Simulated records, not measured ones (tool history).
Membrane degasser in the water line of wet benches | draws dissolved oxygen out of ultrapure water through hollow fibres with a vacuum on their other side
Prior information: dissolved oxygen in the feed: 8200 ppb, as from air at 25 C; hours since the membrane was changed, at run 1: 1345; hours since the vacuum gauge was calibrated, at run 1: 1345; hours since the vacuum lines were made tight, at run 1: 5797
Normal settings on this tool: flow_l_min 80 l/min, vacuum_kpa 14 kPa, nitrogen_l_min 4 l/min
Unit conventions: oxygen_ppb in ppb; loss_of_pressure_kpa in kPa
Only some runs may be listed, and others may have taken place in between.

run	day	flow_l_min	vacuum_kpa	nitrogen_l_min	hours since the membrane was changed	hours since the vacuum gauge was calibrated	hours since the vacuum lines were made tight	oxygen_ppb	loss_of_pressure_kpa
1	0	80	14	4	1345	1345	5797	463.4	66.21
2	1.338	80	14	4	1377	1377	5829	463.4	66.62
3	2.462	80	14	4	1404	1404	5856	463.8	66.31
4	4.7	80	14	4	1458	1458	5910	464.3	66.24
5	6.812	80	14	4	1508	1508	5960	464.2	66.49
6	8.75	80	15	4	1555	1555	6007	503.9	66.43
7	10.529	80	14	4	1598	1598	6050	463.7	66.76
8	12.679	80	14	3.8	1649	1649	6101	484.8	66.19

What will run 9 give?
9	14.975	62	12.1	3.8	1704	1704	6156	?	?

oxygen_ppb: 323 ppb
loss_of_pressure_kpa: 51.3 kPa
If the tool had no hidden condition, the same run with the same run-to-run variation would have returned oxygen_ppb 319.5 ppb, loss_of_pressure_kpa 50.58 kPa.
